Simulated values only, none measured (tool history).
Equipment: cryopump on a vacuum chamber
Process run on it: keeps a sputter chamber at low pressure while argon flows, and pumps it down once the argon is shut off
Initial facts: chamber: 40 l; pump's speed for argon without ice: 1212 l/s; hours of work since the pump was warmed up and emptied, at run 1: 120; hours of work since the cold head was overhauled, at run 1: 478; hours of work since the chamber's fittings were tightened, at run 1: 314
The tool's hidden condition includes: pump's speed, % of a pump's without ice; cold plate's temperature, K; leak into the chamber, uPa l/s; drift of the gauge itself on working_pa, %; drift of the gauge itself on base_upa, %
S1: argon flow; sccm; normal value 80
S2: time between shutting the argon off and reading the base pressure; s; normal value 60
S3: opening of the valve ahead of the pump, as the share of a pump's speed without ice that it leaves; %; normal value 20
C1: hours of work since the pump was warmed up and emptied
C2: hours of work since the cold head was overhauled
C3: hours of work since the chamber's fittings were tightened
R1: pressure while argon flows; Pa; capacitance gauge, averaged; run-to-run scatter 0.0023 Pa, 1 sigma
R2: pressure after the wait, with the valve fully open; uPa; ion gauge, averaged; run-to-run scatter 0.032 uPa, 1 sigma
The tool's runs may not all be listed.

run 1 hour=0 | S1=80 S2=60 S3=20 | C1=120 C2=478 C3=314 | R1=0.5719 R2=1.97
run 2 hour=23.8 | S1=80 S2=60 S3=20 | C1=133 C2=491 C3=327 | R1=0.5735 R2=2.02
run 3 hour=50 | S1=80 S2=60 S3=20 | C1=147 C2=505 C3=341 | R1=0.5766 R2=2.05
run 4 hour=67.6 | S1=80 S2=82 S3=20 | C1=156 C2=515 C3=351 | R1=0.5789 R2=1.71
run 5 hour=96.9 | S1=56 S2=82 S3=20 | C1=172 C2=531 C3=367 | R1=0.4072 R2=1.68
run 6 hour=113.3 | S1=56 S2=82 S3=20 | C1=181 C2=539 C3=375 | R1=0.4053 R2=1.72
run 7 hour=134.2 | S1=56 S2=82 S3=20 | C1=192 C2=551 C3=387 | R1=0.4059 R2=1.74
run 8 hour=160.6 | S1=56 S2=82 S3=20 | C1=207 C2=565 C3=401 | R1=0.4086 R2=1.74
run 9 hour=176.9 | S1=56 S2=82 S3=20 | C1=215 C2=574 C3=410 | R1=0.4121 R2=1.74
run 10 hour=199.7 | S1=126 S2=60 S3=20 | C1=228 C2=586 C3=422 | R1=0.924 R2=2.07
run 11 hour=219 | S1=126 S2=60 S3=20 | C1=238 C2=597 C3=433 | R1=0.9183 R2=2.2
run 12 hour=239.1 | S1=126 S2=60 S3=20 | C1=249 C2=607 C3=443 | R1=0.9239 R2=2.23
run 13 hour=268.8 | S1=126 S2=89 S3=20 | C1=265 C2=624 C3=460 | R1=0.9301 R2=1.71
run 14 hour=296.7 | S1=80 S2=60 S3=20 | C1=280 C2=639 C3=475 | R1=0.5902 R2=2.23
run 15 hour=320.4 | S1=80 S2=60 S3=20 | C1=293 C2=652 C3=487 | R1=0.5925 R2=2.21
run 16 hour=350.4 | S1=80 S2=60 S3=20 | C1=309 C2=668 C3=504 | R1=0.5957 R2=2.31
run 17 hour=370.8 | S1=80 S2=60 S3=20 | C1=320 C2=679 C3=515 | R1=0.6009 R2=2.34
-- hour=401.4 pump warmed up, emptied and cooled again
run 18 hour=401.4 | S1=80 S2=60 S3=37 | C1=0 C2=693 C3=529 | R1=0.3025 R2=2.07
run 19 hour=416.9 | S1=83 S2=32 S3=39 | C1=8 C2=701 C3=537 | R1=0.2984 R2=3.32
run 20 hour=439.4 | S1=73 S2=28 S3=22 | C1=21 C2=713 C3=549 | R1=0.4634 R2=3.77
run 21 hour=468.3 | S1=73 S2=28 S3=22 | C1=36 C2=729 C3=565 | R1=0.466 R2=3.77
run 22 hour=495.5 | S1=73 S2=28 S3=23 | C1=51 C2=744 C3=580 | R1=0.4495 R2=3.83
run 23 hour=518.8 | S1=80 S2=60 S3=20 | C1=64 C2=756 C3=592 | R1=0.5636 R2=2.19
run 24 hour=531.3 | S1=143 S2=54 S3=25 | C1=70 C2=763 C3=599 | R1=0.8173 R2=2.32
run 25 hour=545.1 | S1=37 S2=29 S3=19 | C1=78 C2=770 C3=606 | R1=0.2756 R2=3.76
run 26 hour=574.2 | S1=37 S2=29 S3=19 | C1=94 C2=786 C3=622 | R1=0.2777 R2=3.87
run 27 hour=592.5 | S1=37 S2=29 S3=19 | C1=103 C2=796 C3=632 | R1=0.2766 R2=3.79
run 28 hour=611.7 | S1=37 S2=209 S3=19 | C1=114 C2=806 C3=642 | R1=0.2757 R2=1.25
run 29 hour=639.9 | S1=37 S2=209 S3=19 | C1=129 C2=822 C3=658 | R1=0.2764 R2=1.23
run 30 hour=652.8 | S1=75 S2=152 S3=39 | C1=136 C2=829 C3=665 | R1=0.2838 R2=1.4
run 31 hour=672.5 | S1=75 S2=152 S3=39 | C1=147 C2=839 C3=675 | R1=0.286 R2=1.45
run 32 hour=685.6 | S1=75 S2=152 S3=39 | C1=154 C2=846 C3=682 | R1=0.2849 R2=1.45
run 33 hour=698.4 | S1=111 S2=27 S3=33 | C1=161 C2=853 C3=689 | R1=0.4978 R2=4.12
run 34 hour=714.2 | S1=111 S2=27 S3=33 | C1=169 C2=862 C3=698 | R1=0.4952 R2=4.13

4 options for the next run, each taken on its own from the tool as it stands now. Forecast them:
run A hour=726.6 | S1=80 S2=42 S3=20 | C1=176 C2=869 C3=705 | R1=? R2=?
run B hour=726.6 | S1=97 S2=60 S3=20 | C1=176 C2=869 C3=705 | R1=? R2=?
run C hour=726.6 | S1=100 S2=129 S3=47 | C1=176 C2=869 C3=705 | R1=? R2=?
run D hour=726.6 | S1=90 S2=162 S3=25 | C1=176 C2=869 C3=705 | R1=? R2=?

run=A R1=0.5806 R2=2.98
run=B R1=0.7016 R2=2.34
run=C R1=0.3231 R2=1.58
run=D R1=0.5271 R2=1.45
What these runs would have given with no unlogged condition in the tool:
run=A R1=0.5593 R2=2.32
run=B R1=0.6759 R2=1.7
run=C R1=0.2967 R2=0.91
run=D R1=0.5031 R2=0.79

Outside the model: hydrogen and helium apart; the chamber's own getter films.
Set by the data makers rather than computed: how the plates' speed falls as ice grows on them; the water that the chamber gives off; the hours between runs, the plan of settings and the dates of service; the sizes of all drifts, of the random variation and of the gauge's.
